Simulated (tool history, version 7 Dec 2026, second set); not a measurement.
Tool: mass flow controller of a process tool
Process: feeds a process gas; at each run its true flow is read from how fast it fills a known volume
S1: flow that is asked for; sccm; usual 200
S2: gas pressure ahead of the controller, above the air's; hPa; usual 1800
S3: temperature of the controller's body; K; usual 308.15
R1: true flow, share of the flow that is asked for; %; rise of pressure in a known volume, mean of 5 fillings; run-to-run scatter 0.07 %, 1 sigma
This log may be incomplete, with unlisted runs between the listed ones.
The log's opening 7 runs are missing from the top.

run 8 hour=1777.4 | S1=200 S2=1800 S3=308.15 | R1=99.13
run 9 hour=2186.7 | S1=200 S2=1800 S3=311.15 | R1=99.51
run 10 hour=2411.3 | S1=200 S2=1800 S3=311.15 | R1=99.58
run 11 hour=2645.6 | S1=200 S2=1800 S3=311.15 | R1=99.5
run 12 hour=2918.7 | S1=400 S2=1800 S3=308.15 | R1=100.52
run 13 hour=3172.2 | S1=400 S2=1800 S3=308.15 | R1=100.49
run 14 hour=3368.8 | S1=400 S2=1800 S3=308.15 | R1=100.54
run 15 hour=3753.7 | S1=400 S2=1800 S3=308.15 | R1=100.43
run 16 hour=3966.2 | S1=200 S2=1800 S3=308.15 | R1=99.17
run 17 hour=4198.9 | S1=200 S2=1800 S3=308.15 | R1=99.11
run 18 hour=4539.4 | S1=200 S2=1800 S3=308.15 | R1=99.2
run 19 hour=4764.4 | S1=200 S2=1800 S3=308.15 | R1=99.14
run 20 hour=5138.8 | S1=200 S2=1800 S3=308.15 | R1=98.99
run 21 hour=5520 | S1=200 S2=1800 S3=308.15 | R1=99.14
run 22 hour=5700.1 | S1=200 S2=1800 S3=308.15 | R1=99.13
run 23 hour=5972.8 | S1=200 S2=1800 S3=308.15 | R1=99.01
run 24 hour=6181.2 | S1=200 S2=1760 S3=301.15 | R1=98.29
run 25 hour=6426.8 | S1=93 S2=1760 S3=295.15 | R1=96.99
run 26 hour=6639.8 | S1=94 S2=1840 S3=295.15 | R1=96.92
run 27 hour=6970.3 | S1=94 S2=2030 S3=295.15 | R1=97.06
run 28 hour=7200.1 | S1=139 S2=2480 S3=307.15 | R1=98.8
-- hour=7231.1 controller exchanged for a calibrated one
run 29 hour=7582.1 | S1=335 S2=1800 S3=299.15 | R1=98.98

What does the tool deliver on the next run?
run 30 hour=7844.3 | S1=316 S2=1520 S3=299.15 | R1=?

Run 30 produced R1 98.8 %.
The same run, on a tool lacking any hidden state, would have yielded R1 98.8 %.
